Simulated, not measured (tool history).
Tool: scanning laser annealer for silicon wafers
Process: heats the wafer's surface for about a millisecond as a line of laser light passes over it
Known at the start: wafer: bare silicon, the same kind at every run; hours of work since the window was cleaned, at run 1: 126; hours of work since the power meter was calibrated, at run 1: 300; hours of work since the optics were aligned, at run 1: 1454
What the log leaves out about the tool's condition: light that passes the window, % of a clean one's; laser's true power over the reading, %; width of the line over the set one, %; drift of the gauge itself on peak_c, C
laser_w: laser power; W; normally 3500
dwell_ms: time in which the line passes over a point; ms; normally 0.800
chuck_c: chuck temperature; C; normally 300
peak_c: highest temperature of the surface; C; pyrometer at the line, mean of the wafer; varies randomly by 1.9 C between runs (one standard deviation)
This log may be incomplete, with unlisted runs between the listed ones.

run,day,laser_w,dwell_ms,chuck_c,hours of work since the window was cleaned,hours of work since the power meter was calibrated,hours of work since the optics were aligned,peak_c
1,0.000,3500,0.800,300,126,300,1454,1141
2,0.829,3500,0.800,300,136,309,1464,1140
3,1.338,3717,0.800,300,141,315,1469,1198
4,1.792,3717,0.800,300,146,320,1474,1197
5,2.171,3717,0.800,300,150,324,1478,1199
6,2.808,3717,0.800,300,157,331,1485,1197
7,3.392,3500,0.800,300,164,338,1492,1143
8,3.775,3500,0.800,300,168,342,1496,1140
9,4.562,3500,0.800,300,177,350,1505,1144
10,5.183,3500,0.800,300,184,357,1511,1141
11,5.738,3500,0.800,300,190,363,1518,1142
12,6.408,3500,0.800,300,197,371,1525,1139
13,7.112,3500,0.800,300,205,379,1533,1142
14,7.746,3500,0.800,300,212,385,1540,1140
15,8.596,3500,0.800,300,221,395,1549,1145
16,9.092,3500,0.698,300,227,400,1555,1085
17,9.854,3500,0.658,300,235,409,1563,1057
18,10.654,3500,0.800,300,244,418,1572,1141
19,11.038,3500,0.800,300,248,422,1576,1137
20,11.746,3500,0.800,300,256,430,1584,1140
21,12.438,3099,0.931,300,263,437,1591,1093
22,13.046,3500,0.889,329,270,444,1598,1215
23,13.696,3500,0.889,329,277,451,1605,1217
24,14.446,3213,0.722,298,286,459,1613,1025
25,14.917,3308,0.565,338,291,465,1619,994
26,15.304,3816,0.660,309,295,469,1623,1141
27,16.033,3059,0.615,305,303,477,1631,937
28,16.696,3059,0.615,305,310,484,1638,938
29,17.483,3516,0.598,284,319,493,1647,1010
30,17.942,3677,0.745,310,324,498,1652,1165
31,18.588,3677,0.745,310,331,505,1659,1165
32,19.012,3774,0.564,292,336,510,1664,1053
33,19.829,3774,0.564,292,345,519,1673,1052
34,20.483,3381,0.801,306,352,526,1680,1115
35,20.862,2989,0.800,300,356,530,1684,1009
36,21.421,3525,0.810,314,362,536,1690,1165
37,21.942,3500,0.872,300,368,542,1696,1178
38,22.788,3480,0.715,296,377,551,1705,1081
39,23.158,3480,0.715,296,382,555,1709,1084
40,23.667,3619,0.800,300,387,561,1715,1170

Forecast each of these 5 alternatives for the next run:
A,24.475,3520,0.838,288,396,570,1724,?
B,24.475,3013,0.873,326,396,570,1724,?
C,24.475,3500,0.684,291,396,570,1724,?
D,24.475,3518,0.736,304,396,570,1724,?
E,24.475,3619,0.800,305,396,570,1724,?

run,peak_c
A,1151
B,1071
C,1067
D,1114
E,1171
The same runs, with their run-to-run variation unchanged, on a tool lacking any hidden condition would have given:
run,peak_c
A,1152
B,1072
C,1068
D,1116
E,1173
